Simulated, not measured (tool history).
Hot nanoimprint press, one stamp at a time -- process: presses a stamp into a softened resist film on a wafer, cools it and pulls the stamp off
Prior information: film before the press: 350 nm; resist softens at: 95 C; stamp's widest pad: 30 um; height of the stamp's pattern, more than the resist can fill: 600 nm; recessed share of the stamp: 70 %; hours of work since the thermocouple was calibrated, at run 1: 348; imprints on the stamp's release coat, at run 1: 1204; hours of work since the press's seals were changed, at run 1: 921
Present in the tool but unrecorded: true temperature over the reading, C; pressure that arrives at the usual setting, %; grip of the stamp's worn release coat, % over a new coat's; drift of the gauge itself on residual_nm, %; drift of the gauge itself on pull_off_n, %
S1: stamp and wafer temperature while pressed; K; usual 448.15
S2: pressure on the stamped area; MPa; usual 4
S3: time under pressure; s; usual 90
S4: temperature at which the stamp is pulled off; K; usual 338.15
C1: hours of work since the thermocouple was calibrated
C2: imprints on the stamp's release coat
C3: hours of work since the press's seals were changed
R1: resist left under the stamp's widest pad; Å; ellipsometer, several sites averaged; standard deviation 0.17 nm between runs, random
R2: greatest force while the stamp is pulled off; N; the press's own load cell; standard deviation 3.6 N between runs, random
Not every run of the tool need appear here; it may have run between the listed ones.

run   hour      S1    S2  S3      S4   C1    C2    C3    R1   R2
  1      0  448.15     4  90  338.15  348  1204   921  1778  175
  2   31.6  448.15     4  90  338.15  370  1318   943  1783  177
  3   49.1  448.15     4  90  338.15  382  1381   955  1785  172
  4   89.5  448.15     4  90  338.15  410  1526   983  1789  175
     102.4  -- plate thermocouple calibrated
  5  130.4  448.15     4  90  338.15   19  1663  1009  1792  179
  6  172.3  448.15     4  90  338.15   48  1813  1038  1793  178
  7  194.3  448.15     4  90  338.15   64  1892  1054  1794  172
  8  211.7  448.15     4  90  338.15   76  1955  1066  1798  176
  9  236.2  448.15     4  90  327.15   93  2043  1083  1800  228
 10  261.3  448.15     4  90  327.15  110  2133  1100  1804  215
 11  281.1  448.15     4  90  325.15  124  2204  1114  1806  229
 12  314.2  448.15     4  90  338.15  146  2323  1136  1805  175
     323.6  -- stamp cleaned and given a new release coat
 13    337  448.15  3.55  90  338.15  158    49  1148  1892  172
     360.9  -- press's hydraulic seals changed and the load cell set to zero
 14    380  460.15  5.46  90  330.15  182   174    13  1195  206

Run 15 has not been measured yet. What should we expect?
 15  403.6  452.15  3.04  90  338.15  199  259  30   ?   ?

R1: 1847 Å
R2: 178 N
The same run, on a tool lacking any hidden state, would have yielded R1 1810 Å, R2 178 N.
